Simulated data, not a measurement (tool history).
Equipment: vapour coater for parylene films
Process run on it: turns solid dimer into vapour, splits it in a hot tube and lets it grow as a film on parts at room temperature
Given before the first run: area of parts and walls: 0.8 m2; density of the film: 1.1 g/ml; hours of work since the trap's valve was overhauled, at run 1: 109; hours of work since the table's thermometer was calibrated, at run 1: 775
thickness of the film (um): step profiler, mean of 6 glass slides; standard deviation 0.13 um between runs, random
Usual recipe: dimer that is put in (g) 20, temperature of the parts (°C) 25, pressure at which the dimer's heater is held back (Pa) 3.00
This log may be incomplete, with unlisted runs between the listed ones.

run     day  dimer that is put in (g)  temperature of the parts (°C)  pressure at which the dimer's heater is held back (Pa)  hours of work since the trap's valve was overhauled  hours of work since the table's thermometer was calibrated  thickness of the film (um)
  1   0.000                        20                             25                                                    3.00                                                  109                                                         775                       16.08
  2   1.958                        20                             28                                                    3.00                                                  132                                                         797                       13.86
  3   4.225                        20                             25                                                    3.00                                                  158                                                         824                       16.12
  4   6.854                        20                             25                                                    3.00                                                  189                                                         855                       16.04
  5   9.517                        20                             25                                                    3.00                                                  220                                                         886                       16.07
  6  11.733                        20                             25                                                    3.00                                                  246                                                         912                       15.92
  7  13.262                        30                             19                                                    3.00                                                  264                                                         930                       31.67
  8  15.883                        26                             33                                                    3.00                                                  295                                                         961                       14.02
  9  18.796                        34                             18                                                    4.60                                                  329                                                         995                       35.49
 10  20.829                         9                             22                                                    2.51                                                  353                                                        1019                        8.32
     22.662  -- trap's valve overhauled
 11  23.354                         9                             22                                                    2.51                                                    8                                                        1046                        8.70
 12  25.183                        29                             22                                                   10.70                                                   30                                                        1068                       23.48

For each entry between runs, how does the tool's hidden state at the last listed run before it compare with that at the first listed run after it?
In the gap between runs 10 and 11: trap's valve overhauled (day 22.662)
  vapour lost through the trap's worn valve, %: 5.6 -> 0.8; true temperature of the parts over the reading, C: 0.69 -> 0.7
  measured minus no-state result, thickness of the film (um): -0.79 -> -0.36

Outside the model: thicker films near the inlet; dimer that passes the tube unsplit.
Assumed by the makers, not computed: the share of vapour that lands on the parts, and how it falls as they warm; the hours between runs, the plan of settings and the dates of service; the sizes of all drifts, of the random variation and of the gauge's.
